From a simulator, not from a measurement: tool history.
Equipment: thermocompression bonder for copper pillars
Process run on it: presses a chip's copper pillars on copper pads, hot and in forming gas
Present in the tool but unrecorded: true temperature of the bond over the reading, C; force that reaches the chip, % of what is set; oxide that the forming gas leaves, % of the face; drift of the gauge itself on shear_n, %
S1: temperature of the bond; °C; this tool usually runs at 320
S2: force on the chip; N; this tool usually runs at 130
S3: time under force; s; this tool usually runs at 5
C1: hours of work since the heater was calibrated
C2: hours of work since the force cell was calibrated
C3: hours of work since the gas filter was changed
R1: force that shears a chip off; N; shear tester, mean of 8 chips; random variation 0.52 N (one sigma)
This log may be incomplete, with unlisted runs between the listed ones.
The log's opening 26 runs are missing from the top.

run   hour   S1   S2  S3   C1   C2   C3    R1
 27  616.3  330  130   4  220  687   77  42.7
 28  630.5  347   89   3  230  696   86  32.0
 29  654.3  343   89  11  245  712  102  50.1
 30  670.2  344   96   5  256  723  112  40.4
 31  689.1  349   92   7  269  735  125  45.7
 32  720.2  349   92   7  289  756  145  45.6
 33  745.0  349   92   7  306  772  162  44.1
 34  766.8  349   92   7  320  787  176  45.1
 35  789.8  296  124   4  335  802  192  29.5
 36  804.2  297  189   5  345  811  201  45.2
 37  834.0  297  189   5  365  831  221  45.6
 38  867.4  306  120   5  387  853  243  34.8
 39  896.4  320  156   8  406  873  262  52.8
     910.4  -- forming gas filter changed
 40  925.1  292  130   4  425  891   10  32.7
 41  959.0  301  115   7  447  914   32  38.8

Each row is a separate what-if for the run after 41, all from the same tool condition, not one after another. Results?
  A  977.9  294  161   7  460  926  45   ?
  B  977.9  292   80  14  460  926  45   ?
  C  977.9  301   92   4  460  926  45   ?

run    R1
  A  47.7
  B  34.6
  C  25.4
With no hidden state in the tool, these same runs would have given:
run    R1
  A  47.0
  B  33.9
  C  24.9
